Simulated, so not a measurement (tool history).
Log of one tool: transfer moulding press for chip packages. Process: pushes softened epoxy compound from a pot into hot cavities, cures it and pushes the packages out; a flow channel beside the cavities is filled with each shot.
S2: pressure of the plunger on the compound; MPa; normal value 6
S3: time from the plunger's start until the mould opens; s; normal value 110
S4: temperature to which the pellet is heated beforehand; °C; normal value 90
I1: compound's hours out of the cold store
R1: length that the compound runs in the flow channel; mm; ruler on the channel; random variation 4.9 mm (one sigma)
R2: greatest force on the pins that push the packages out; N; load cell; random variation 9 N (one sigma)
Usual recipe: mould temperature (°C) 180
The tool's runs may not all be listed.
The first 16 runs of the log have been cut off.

-- day=4.254 cavities cleaned with cleaning compound and waxed
run 17 day=4.421 | mould_temperature_(°C)=180 S2=6 S3=138 S4=90 | I1=21.8 | R1=592 R2=381
run 18 day=4.579 | mould_temperature_(°C)=180 S2=6 S3=132 S4=88 | I1=42.7 | R1=570 R2=357
run 19 day=4.875 | mould_temperature_(°C)=172 S2=6 S3=134 S4=88 | I1=36.9 | R1=596 R2=437
run 20 day=5.104 | mould_temperature_(°C)=172 S2=6 S3=134 S4=88 | I1=37.5 | R1=584 R2=429
run 21 day=5.433 | mould_temperature_(°C)=186 S2=5.39 S3=132 S4=93 | I1=24.8 | R1=543 R2=371
run 22 day=5.608 | mould_temperature_(°C)=184 S2=4.82 S3=128 S4=84 | I1=8.2 | R1=539 R2=371
run 23 day=5.946 | mould_temperature_(°C)=180 S2=6 S3=97 S4=83 | I1=35 | R1=569 R2=460
run 24 day=6.183 | mould_temperature_(°C)=174 S2=6 S3=110 S4=90 | I1=29.9 | R1=597 R2=523
run 25 day=6.496 | mould_temperature_(°C)=174 S2=6 S3=110 S4=90 | I1=34 | R1=593 R2=531
-- day=6.646 cavities cleaned with cleaning compound and waxed
run 26 day=6.883 | mould_temperature_(°C)=174 S2=6 S3=110 S4=90 | I1=25.7 | R1=604 R2=503
run 27 day=7.175 | mould_temperature_(°C)=174 S2=6 S3=110 S4=90 | I1=16.1 | R1=617 R2=546
run 28 day=7.383 | mould_temperature_(°C)=174 S2=6 S3=110 S4=90 | I1=10.6 | R1=625 R2=552
run 29 day=7.596 | mould_temperature_(°C)=174 S2=6 S3=110 S4=90 | I1=31.8 | R1=599 R2=518
run 30 day=7.879 | mould_temperature_(°C)=174 S2=6.29 S3=94 S4=90 | I1=17.9 | R1=623 R2=760

3 ways to go on from here, each from the tool as it stands after run 30. What would each give?
run A day=8.079 | mould_temperature_(°C)=180 S2=6.98 S3=110 S4=99 | I1=41 | R1=? R2=?
run B day=8.079 | mould_temperature_(°C)=184 S2=5.72 S3=94 S4=85 | I1=14.2 | R1=? R2=?
run C day=8.079 | mould_temperature_(°C)=181 S2=5.57 S3=94 S4=90 | I1=32 | R1=? R2=?

run=A R1=609 R2=407
run=B R1=577 R2=404
run=C R1=552 R2=452
The same runs, with their run-to-run variation unchanged, on a tool lacking any hidden condition would have given:
run=A R1=610 R2=403
run=B R1=578 R2=401
run=C R1=553 R2=448
